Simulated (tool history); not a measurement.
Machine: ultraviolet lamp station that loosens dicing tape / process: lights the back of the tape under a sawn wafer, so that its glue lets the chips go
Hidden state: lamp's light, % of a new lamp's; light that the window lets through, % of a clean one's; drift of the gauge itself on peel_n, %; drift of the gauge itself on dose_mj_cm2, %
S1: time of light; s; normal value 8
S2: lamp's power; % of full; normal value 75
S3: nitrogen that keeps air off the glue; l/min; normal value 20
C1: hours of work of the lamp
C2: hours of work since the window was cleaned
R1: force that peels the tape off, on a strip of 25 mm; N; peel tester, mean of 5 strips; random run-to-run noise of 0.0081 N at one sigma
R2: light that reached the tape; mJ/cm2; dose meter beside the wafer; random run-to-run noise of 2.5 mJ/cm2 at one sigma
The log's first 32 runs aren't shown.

{"run": 33, "hour": 289.7, "S1": 11, "S2": 76, "S3": 7, "C1": 413, "C2": 338, "R1": 0.732, "R2": 325}
{"run": 34, "hour": 296.0, "S1": 11, "S2": 78, "S3": 35, "C1": 416, "C2": 342, "R1": 0.17, "R2": 332}
{"run": 35, "hour": 309.9, "S1": 8, "S2": 75, "S3": 7, "C1": 425, "C2": 350, "R1": 1.529, "R2": 230}
{"run": 36, "hour": 323.5, "S1": 8, "S2": 75, "S3": 13, "C1": 433, "C2": 358, "R1": 0.973, "R2": 229}
{"run": 37, "hour": 333.5, "S1": 8, "S2": 75, "S3": 13, "C1": 439, "C2": 364, "R1": 0.997, "R2": 231}
{"run": 38, "hour": 340.7, "S1": 8, "S2": 75, "S3": 13, "C1": 443, "C2": 368, "R1": 0.961, "R2": 227}
{"run": 39, "hour": 352.9, "S1": 11, "S2": 86, "S3": 33, "C1": 450, "C2": 376, "R1": 0.148, "R2": 360}
{"run": 40, "hour": 364.9, "S1": 9, "S2": 86, "S3": 18, "C1": 457, "C2": 383, "R1": 0.392, "R2": 292}
{"run": 41, "hour": 378.3, "S1": 9, "S2": 86, "S3": 18, "C1": 465, "C2": 391, "R1": 0.387, "R2": 289}
{"run": 42, "hour": 388.3, "S1": 9, "S2": 86, "S3": 18, "C1": 471, "C2": 397, "R1": 0.404, "R2": 290}
{"run": 43, "hour": 397.6, "S1": 8, "S2": 75, "S3": 10, "C1": 477, "C2": 402, "R1": 1.254, "R2": 223}
{"run": 44, "hour": 404.5, "S1": 15, "S2": 75, "S3": 10, "C1": 481, "C2": 406, "R1": 0.249, "R2": 416}

Below are 4 alternative next runs, each starting from the tool's condition after run 44. Predict each:
{"run": "A", "hour": 411.1, "S1": 8, "S2": 100, "S3": 27, "C1": 485, "C2": 410, "R1": "?", "R2": "?"}
{"run": "B", "hour": 411.1, "S1": 4, "S2": 93, "S3": 10, "C1": 485, "C2": 410, "R1": "?", "R2": "?"}
{"run": "C", "hour": 411.1, "S1": 5, "S2": 75, "S3": 27, "C1": 485, "C2": 410, "R1": "?", "R2": "?"}
{"run": "D", "hour": 411.1, "S1": 9, "S2": 75, "S3": 10, "C1": 485, "C2": 410, "R1": "?", "R2": "?"}

run=A R1=0.255 R2=293
run=B R1=2.938 R2=139
run=C R1=1.676 R2=138
run=D R1=0.975 R2=249
Without the tool's hidden state the same runs would have given:
run=A R1=0.122 R2=400
run=B R1=1.815 R2=189
run=C R1=0.873 R2=187
run=D R1=0.444 R2=339
